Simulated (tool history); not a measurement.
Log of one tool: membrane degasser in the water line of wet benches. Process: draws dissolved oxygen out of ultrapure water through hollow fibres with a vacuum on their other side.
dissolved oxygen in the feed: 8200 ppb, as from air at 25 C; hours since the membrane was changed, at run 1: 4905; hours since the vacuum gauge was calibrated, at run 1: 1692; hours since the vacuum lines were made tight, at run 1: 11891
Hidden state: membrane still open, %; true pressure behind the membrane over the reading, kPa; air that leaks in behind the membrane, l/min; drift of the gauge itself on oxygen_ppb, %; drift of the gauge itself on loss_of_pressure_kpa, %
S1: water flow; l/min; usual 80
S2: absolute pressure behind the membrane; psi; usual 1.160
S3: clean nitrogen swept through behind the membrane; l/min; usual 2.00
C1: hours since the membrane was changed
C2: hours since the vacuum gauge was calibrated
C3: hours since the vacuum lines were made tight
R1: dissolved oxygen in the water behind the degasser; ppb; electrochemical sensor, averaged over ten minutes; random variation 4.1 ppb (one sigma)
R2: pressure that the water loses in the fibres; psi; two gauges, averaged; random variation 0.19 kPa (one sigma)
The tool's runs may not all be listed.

| run | hour | S1 | S2 | S3 | C1 | C2 | C3 | R1 | R2 |
|---|---|---|---|---|---|---|---|---|---|
| 1 | 0.0 | 80 | 1.160 | 2.00 | 4905 | 1692 | 11891 | 428.2 | 5.591 |
| 2 | 182.2 | 80 | 1.160 | 2.00 | 5087 | 1874 | 12073 | 421.9 | 5.585 |
| 3 | 304.5 | 80 | 2.174 | 2.00 | 5209 | 1996 | 12195 | 915.7 | 5.578 |
| 4 | 409.7 | 80 | 2.174 | 2.00 | 5314 | 2101 | 12300 | 901.5 | 5.597 |
| 5 | 594.8 | 80 | 2.174 | 2.00 | 5500 | 2287 | 12485 | 933.1 | 5.551 |
| 6 | 709.7 | 80 | 1.619 | 2.00 | 5615 | 2402 | 12600 | 647.1 | 5.609 |
| 7 | 911.3 | 80 | 1.619 | 2.00 | 5816 | 2603 | 12802 | 656.1 | 5.572 |
| 8 | 1028.0 | 80 | 1.619 | 2.00 | 5933 | 2720 | 12919 | 655.6 | 5.638 |
| 9 | 1175.1 | 80 | 1.664 | 2.00 | 6080 | 2867 | 13066 | 679.8 | 5.636 |
| 10 | 1374.0 | 80 | 1.664 | 1.09 | 6279 | 3066 | 13265 | 1012.7 | 5.625 |
| 11 | 1553.2 | 80 | 1.664 | 1.09 | 6458 | 3245 | 13444 | 997.7 | 5.619 |
| 12 | 1689.2 | 80 | 0.904 | 1.09 | 6594 | 3381 | 13580 | 427.3 | 5.585 |
| 13 | 1888.9 | 80 | 0.904 | 1.09 | 6794 | 3581 | 13780 | 424.2 | 5.619 |
| 14 | 2005.3 | 80 | 1.160 | 2.00 | 6910 | 3697 | 13896 | 432.5 | 5.658 |
| 15 | 2172.6 | 80 | 1.160 | 2.00 | 7077 | 3864 | 14063 | 421.8 | 5.642 |
| 16 | 2260.5 | 80 | 1.160 | 2.00 | 7165 | 3952 | 14151 | 431.0 | 5.632 |
| 17 | 2446.5 | 59 | 0.698 | 1.50 | 7351 | 4138 | 14337 | 161.0 | 4.141 |
| 18 | 2557.6 | 59 | 0.698 | 1.50 | 7462 | 4249 | 14448 | 162.4 | 4.157 |
| 19 | 2742.7 | 85 | 1.160 | 0.98 | 7647 | 4434 | 14633 | 707.6 | 6.074 |
| 20 | 2898.5 | 53 | 1.794 | 3.65 | 7803 | 4590 | 14789 | 328.2 | 3.723 |
|  | 2909.6 | vacuum gauge calibrated |
| 21 | 3065.0 | 54 | 1.152 | 0.97 | 7969 | 155 | 14955 | 491.7 | 3.828 |
|  | 3120.5 | seals of the vacuum lines changed |
| 22 | 3241.5 | 80 | 1.160 | 1.70 | 8144 | 330 | 121 | 481.3 | 5.699 |
| 23 | 3338.6 | 80 | 1.160 | 1.70 | 8241 | 427 | 218 | 483.1 | 5.659 |
| 24 | 3447.2 | 104 | 0.983 | 4.09 | 8350 | 536 | 327 | 284.2 | 7.401 |
| 25 | 3608.3 | 90 | 1.859 | 2.48 | 8511 | 697 | 488 | 731.4 | 6.409 |
|  | 3640.8 | vacuum gauge calibrated, once more |
| 26 | 3748.6 | 57 | 1.160 | 3.49 | 8650 | 108 | 628 | 198.7 | 4.036 |
| 27 | 3934.4 | 48 | 1.160 | 2.72 | 8836 | 294 | 813 | 206.4 | 3.414 |
| 28 | 4145.9 | 61 | 1.160 | 4.72 | 9048 | 505 | 1025 | 175.2 | 4.370 |
| 29 | 4312.2 | 96 | 0.727 | 1.77 | 9214 | 671 | 1191 | 260.9 | 6.847 |
| 30 | 4472.7 | 96 | 0.727 | 1.77 | 9374 | 832 | 1352 | 254.0 | 6.862 |
| 31 | 4681.9 | 78 | 1.680 | 0.91 | 9584 | 1041 | 1561 | 1104.9 | 5.607 |

Forecast each of these 5 alternatives for the next run:
| A | 4846.9 | 120 | 0.716 | 1.36 | 9749 | 1206 | 1726 | ? | ? |
| B | 4846.9 | 74 | 1.043 | 0.91 | 9749 | 1206 | 1726 | ? | ? |
| C | 4846.9 | 100 | 1.941 | 2.00 | 9749 | 1206 | 1726 | ? | ? |
| D | 4846.9 | 87 | 1.680 | 0.91 | 9749 | 1206 | 1726 | ? | ? |
| E | 4846.9 | 78 | 1.680 | 5.53 | 9749 | 1206 | 1726 | ? | ? |

| run | R1 | R2 |
|---|---|---|
| A | 355.9 | 8.592 |
| B | 560.7 | 5.292 |
| C | 957.2 | 7.171 |
| D | 1197.6 | 6.284 |
| E | 319.7 | 5.609 |
Without the tool's hidden state the same runs would have given:
| run | R1 | R2 |
|---|---|---|
| A | 328.7 | 8.092 |
| B | 547.7 | 4.985 |
| C | 939.2 | 6.752 |
| D | 1183.3 | 5.920 |
| E | 305.5 | 5.282 |
